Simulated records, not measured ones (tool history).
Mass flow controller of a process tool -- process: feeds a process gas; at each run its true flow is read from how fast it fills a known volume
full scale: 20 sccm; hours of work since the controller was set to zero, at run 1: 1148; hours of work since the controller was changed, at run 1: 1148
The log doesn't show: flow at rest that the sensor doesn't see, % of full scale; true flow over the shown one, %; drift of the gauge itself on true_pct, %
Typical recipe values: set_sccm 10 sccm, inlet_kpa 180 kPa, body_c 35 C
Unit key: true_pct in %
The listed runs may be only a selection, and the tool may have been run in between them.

| run | hour | set_sccm | inlet_kpa | body_c | hours of work since the controller was set to zero | hours of work since the controller was changed | true_pct |
|---|---|---|---|---|---|---|---|
| 1 | 0 | 10 | 180 | 35 | 1148 | 1148 | 100.67 |
| 2 | 102.3 | 10 | 180 | 35 | 1218 | 1218 | 100.52 |
| 3 | 167.7 | 10 | 180 | 35 | 1262 | 1262 | 100.29 |
| 4 | 266.2 | 2 | 180 | 35 | 1329 | 1329 | 99.67 |
| 5 | 325 | 2 | 180 | 35 | 1369 | 1369 | 99.64 |
| 6 | 376.2 | 9 | 180 | 35 | 1404 | 1404 | 99.5 |
| 7 | 447.9 | 2 | 180 | 35 | 1452 | 1452 | 99.03 |
| 8 | 511.4 | 10 | 180 | 35 | 1495 | 1495 | 99.2 |
| 9 | 561 | 10 | 180 | 35 | 1529 | 1529 | 98.97 |
| 10 | 605.1 | 10 | 180 | 35 | 1559 | 1559 | 98.85 |
| 11 | 673.8 | 10 | 180 | 35 | 1605 | 1605 | 98.66 |
| 12 | 760.7 | 10 | 166 | 21 | 1664 | 1664 | 97.25 |
| 13 | 868.6 | 8 | 145 | 39 | 1738 | 1738 | 98.64 |
|  | 950.3 | gauge calibrated |
| 14 | 950.3 | 16 | 253 | 32 | 1793 | 1793 | 100.2 |
| 15 | 1046.3 | 5 | 170 | 36 | 1858 | 1858 | 100.34 |
| 16 | 1149.9 | 14 | 259 | 35 | 1928 | 1928 | 99.73 |
| 17 | 1204.5 | 14 | 259 | 35 | 1965 | 1965 | 99.56 |
| 18 | 1311.1 | 11 | 188 | 24 | 2038 | 2038 | 98.5 |
| 19 | 1416.9 | 11 | 243 | 24 | 2109 | 2109 | 97.88 |
| 20 | 1486.6 | 3 | 180 | 29 | 2157 | 2157 | 98.2 |
| 21 | 1570.6 | 10 | 214 | 32 | 2214 | 2214 | 98.42 |

Hidden condition of the tool, last listed run before each entry between runs versus first listed run after:
Logged between run 13 and run 14: gauge calibrated (hour 950.3)
  drift of the gauge itself on true_pct, %: -2.56 -> 0
  difference, measured minus the result without the unlogged condition, true_pct: -2.59 -> -0.01 %
